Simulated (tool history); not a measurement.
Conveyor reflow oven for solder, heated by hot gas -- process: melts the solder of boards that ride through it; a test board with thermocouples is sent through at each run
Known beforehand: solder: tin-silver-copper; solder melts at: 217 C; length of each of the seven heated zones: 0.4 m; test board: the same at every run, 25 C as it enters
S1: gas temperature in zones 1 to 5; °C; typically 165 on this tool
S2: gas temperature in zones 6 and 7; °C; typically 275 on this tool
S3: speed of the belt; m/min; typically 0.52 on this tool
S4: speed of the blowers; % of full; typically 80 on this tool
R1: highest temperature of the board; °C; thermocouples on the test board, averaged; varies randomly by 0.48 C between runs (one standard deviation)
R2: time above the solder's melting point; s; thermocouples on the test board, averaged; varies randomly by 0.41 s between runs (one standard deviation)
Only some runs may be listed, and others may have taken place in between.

{"run": 1, "day": 0.0, "S1": 165, "S2": 275, "S3": 0.52, "S4": 80, "R1": 260.1, "R2": 72.8}
{"run": 2, "day": 2.021, "S1": 165, "S2": 275, "S3": 0.52, "S4": 80, "R1": 260.5, "R2": 72.3}
{"run": 3, "day": 3.242, "S1": 165, "S2": 275, "S3": 0.52, "S4": 80, "R1": 259.4, "R2": 72.8}
{"run": 4, "day": 5.183, "S1": 165, "S2": 275, "S3": 0.52, "S4": 80, "R1": 260.2, "R2": 72.1}
{"run": 5, "day": 7.238, "S1": 165, "S2": 275, "S3": 0.52, "S4": 80, "R1": 260, "R2": 71.9}
{"run": 6, "day": 8.654, "S1": 165, "S2": 275, "S3": 0.52, "S4": 80, "R1": 260.7, "R2": 71.9}
{"run": 7, "day": 10.717, "S1": 174, "S2": 275, "S3": 0.52, "S4": 80, "R1": 262.5, "R2": 76.7}
{"run": 8, "day": 12.15, "S1": 174, "S2": 275, "S3": 0.52, "S4": 80, "R1": 261.8, "R2": 76.8}
{"run": 9, "day": 14.0, "S1": 165, "S2": 275, "S3": 0.52, "S4": 80, "R1": 259.4, "R2": 72.8}
{"run": 10, "day": 16.088, "S1": 165, "S2": 277, "S3": 0.52, "S4": 80, "R1": 261.9, "R2": 73.2}
{"run": 11, "day": 17.362, "S1": 165, "S2": 275, "S3": 0.52, "S4": 52, "R1": 251.3, "R2": 63.8}
{"run": 12, "day": 18.446, "S1": 165, "S2": 275, "S3": 0.52, "S4": 52, "R1": 251.7, "R2": 64}
{"day": 18.904, "done": "thermocouples of zones 6 and 7 changed"}
{"run": 13, "day": 20.358, "S1": 165, "S2": 275, "S3": 0.52, "S4": 80, "R1": 260.7, "R2": 72.1}
{"run": 14, "day": 21.538, "S1": 165, "S2": 275, "S3": 0.52, "S4": 80, "R1": 260.2, "R2": 72.5}
{"run": 15, "day": 23.279, "S1": 165, "S2": 275, "S3": 0.52, "S4": 80, "R1": 260, "R2": 72.1}
{"day": 24.696, "done": "flux residue cleaned out of gas plates and filters"}
{"run": 16, "day": 25.325, "S1": 165, "S2": 273, "S3": 0.52, "S4": 52, "R1": 249.2, "R2": 63.4}
{"run": 17, "day": 26.504, "S1": 170, "S2": 273, "S3": 0.463, "S4": 52, "R1": 255.8, "R2": 78.2}
{"run": 18, "day": 27.775, "S1": 170, "S2": 273, "S3": 0.463, "S4": 57, "R1": 258, "R2": 80.6}
{"run": 19, "day": 29.358, "S1": 165, "S2": 275, "S3": 0.512, "S4": 54, "R1": 253.3, "R2": 66.9}
{"run": 20, "day": 31.408, "S1": 165, "S2": 275, "S3": 0.512, "S4": 54, "R1": 253.5, "R2": 66.5}
{"run": 21, "day": 33.192, "S1": 165, "S2": 272, "S3": 0.541, "S4": 80, "R1": 256.4, "R2": 67}
{"run": 22, "day": 35.2, "S1": 165, "S2": 267, "S3": 0.58, "S4": 80, "R1": 249.8, "R2": 56.4}
{"run": 23, "day": 36.488, "S1": 154, "S2": 271, "S3": 0.509, "S4": 84, "R1": 256.3, "R2": 68.3}
{"run": 24, "day": 37.796, "S1": 165, "S2": 276, "S3": 0.52, "S4": 71, "R1": 259.5, "R2": 70.9}
{"run": 25, "day": 39.504, "S1": 156, "S2": 275, "S3": 0.612, "S4": 80, "R1": 253, "R2": 52.4}
{"run": 26, "day": 41.033, "S1": 156, "S2": 275, "S3": 0.612, "S4": 80, "R1": 252.9, "R2": 52.7}
{"run": 27, "day": 42.929, "S1": 156, "S2": 275, "S3": 0.612, "S4": 80, "R1": 252.9, "R2": 52.3}
{"run": 28, "day": 44.012, "S1": 156, "S2": 264, "S3": 0.612, "S4": 80, "R1": 243.3, "R2": 44.5}
{"run": 29, "day": 45.954, "S1": 167, "S2": 264, "S3": 0.612, "S4": 80, "R1": 244.6, "R2": 50.6}
{"run": 30, "day": 47.125, "S1": 167, "S2": 264, "S3": 0.612, "S4": 80, "R1": 245.7, "R2": 50.1}

Here are 4 independent what-if runs from the current tool condition. What would each one return?
{"run": "A", "day": 48.25, "S1": 165, "S2": 275, "S3": 0.591, "S4": 54, "R1": "?", "R2": "?"}
{"run": "B", "day": 48.25, "S1": 165, "S2": 275, "S3": 0.532, "S4": 60, "R1": "?", "R2": "?"}
{"run": "C", "day": 48.25, "S1": 167, "S2": 268, "S3": 0.522, "S4": 80, "R1": "?", "R2": "?"}
{"run": "D", "day": 48.25, "S1": 167, "S2": 264, "S3": 0.612, "S4": 80, "R1": "?", "R2": "?"}

run=A R1=247.3 R2=51.2
run=B R1=255.2 R2=64.1
run=C R1=253.8 R2=68.7
run=D R1=244.7 R2=50.7
With no hidden state in the tool, these same runs would have given:
run=A R1=247.4 R2=51.3
run=B R1=255.4 R2=64.2
run=C R1=254 R2=68.8
run=D R1=244.9 R2=50.9
